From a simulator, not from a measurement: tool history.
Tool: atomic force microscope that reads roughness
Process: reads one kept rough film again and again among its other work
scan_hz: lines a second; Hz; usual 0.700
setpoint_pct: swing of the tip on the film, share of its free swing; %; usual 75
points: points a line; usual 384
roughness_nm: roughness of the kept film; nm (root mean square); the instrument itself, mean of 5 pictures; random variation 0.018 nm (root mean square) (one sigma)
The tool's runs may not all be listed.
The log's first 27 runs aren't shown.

Run 28, hour 192.3: usual settings but scan_hz 1.167 Hz, setpoint_pct 61 %, points 597. Result: roughness_nm 3.937 nm (root mean square).
Run 29, hour 199.9: usual settings but scan_hz 1.167 Hz, setpoint_pct 61 %, points 597. Result: roughness_nm 3.918 nm (root mean square).
Run 30, hour 205.1: usual settings but scan_hz 2.260 Hz, setpoint_pct 77 %. Result: roughness_nm 3.366 nm (root mean square).
Run 31, hour 214.0: usual settings but setpoint_pct 84 %, points 367. Result: roughness_nm 3.621 nm (root mean square).
Run 32, hour 220.0: usual settings but setpoint_pct 82 %, points 356. Result: roughness_nm 3.589 nm (root mean square).
At hour 228.9: new tip fitted.
Run 33, hour 230.1: usual settings but setpoint_pct 74 %, points 868. Result: roughness_nm 4.332 nm (root mean square).
Run 34, hour 236.4: usual settings but scan_hz 0.865 Hz, setpoint_pct 74 %, points 868. Result: roughness_nm 4.257 nm (root mean square).
Run 35, hour 242.9: usual settings but scan_hz 0.865 Hz, setpoint_pct 74 %, points 868. Result: roughness_nm 4.203 nm (root mean square).
Run 36, hour 248.2: usual settings but setpoint_pct 72 %. Result: roughness_nm 4.209 nm (root mean square).
Run 37, hour 257.1: usual settings but scan_hz 1.302 Hz, setpoint_pct 82 %, points 419. Result: roughness_nm 3.763 nm (root mean square).
Run 38, hour 266.2: usual settings but scan_hz 2.231 Hz, setpoint_pct 80 %, points 1008. Result: roughness_nm 3.465 nm (root mean square).
Run 39, hour 275.6: usual settings but scan_hz 3.304 Hz, points 853. Result: roughness_nm 3.324 nm (root mean square).
Run 40, hour 280.3: usual settings but scan_hz 3.304 Hz, setpoint_pct 78 %, points 853. Result: roughness_nm 3.203 nm (root mean square).
Run 41, hour 288.4: usual settings but scan_hz 1.178 Hz, points 645. Result: roughness_nm 3.716 nm (root mean square).
Run 42, hour 293.1: usual settings but scan_hz 3.520 Hz, points 645. Result: roughness_nm 3.188 nm (root mean square).
Run 43, hour 300.0: usual settings but scan_hz 3.520 Hz, points 645. Result: roughness_nm 3.141 nm (root mean square).
Run 44, hour 308.0: usual settings but scan_hz 1.069 Hz. Result: roughness_nm 3.610 nm (root mean square).
Run 45, hour 313.6: usual settings but scan_hz 0.979 Hz, setpoint_pct 58 %, points 754. Result: roughness_nm 3.790 nm (root mean square).
Run 46, hour 319.8: usual settings but scan_hz 0.651 Hz, setpoint_pct 58 %, points 262. Result: roughness_nm 3.775 nm (root mean square).
At hour 322.4: new tip fitted.
Run 47, hour 329.3: usual settings but setpoint_pct 77 %, points 633. Result: roughness_nm 4.284 nm (root mean square).
Run 48, hour 338.7: usual settings but points 832. Result: roughness_nm 4.198 nm (root mean square).
Run 49, hour 346.0: usual settings but points 339. Result: roughness_nm 4.128 nm (root mean square).
Run 50, hour 351.8: usual settings but scan_hz 1.737 Hz. Result: roughness_nm 3.818 nm (root mean square).
Run 51, hour 357.3: usual settings but scan_hz 1.737 Hz. Result: roughness_nm 3.761 nm (root mean square).
Run 52, hour 365.2: usual settings but scan_hz 0.754 Hz, setpoint_pct 67 %, points 787. Result: roughness_nm 4.027 nm (root mean square).

Forecast each of these 5 alternatives for the next run:
Run A, hour 372.8: usual settings but scan_hz 1.827 Hz, setpoint_pct 67 %, points 344. Result: roughness_nm ?.
Run B, hour 372.8: usual settings but scan_hz 1.132 Hz, setpoint_pct 86 %, points 660. Result: roughness_nm ?.
Run C, hour 372.8: usual settings but scan_hz 3.959 Hz, setpoint_pct 72 %. Result: roughness_nm ?.
Run D, hour 372.8: usual settings but scan_hz 1.132 Hz, setpoint_pct 67 %, points 787. Result: roughness_nm ?.
Run E, hour 372.8: usual settings but scan_hz 0.663 Hz, setpoint_pct 79 %, points 787. Result: roughness_nm ?.

run  roughness_nm
  A         3.822
  B         3.630
  C         3.283
  D         3.953
  E         3.919
Without the tool's hidden state the same runs would have given:
run  roughness_nm
  A         4.271
  B         4.057
  C         3.671
  D         4.418
  E         4.380

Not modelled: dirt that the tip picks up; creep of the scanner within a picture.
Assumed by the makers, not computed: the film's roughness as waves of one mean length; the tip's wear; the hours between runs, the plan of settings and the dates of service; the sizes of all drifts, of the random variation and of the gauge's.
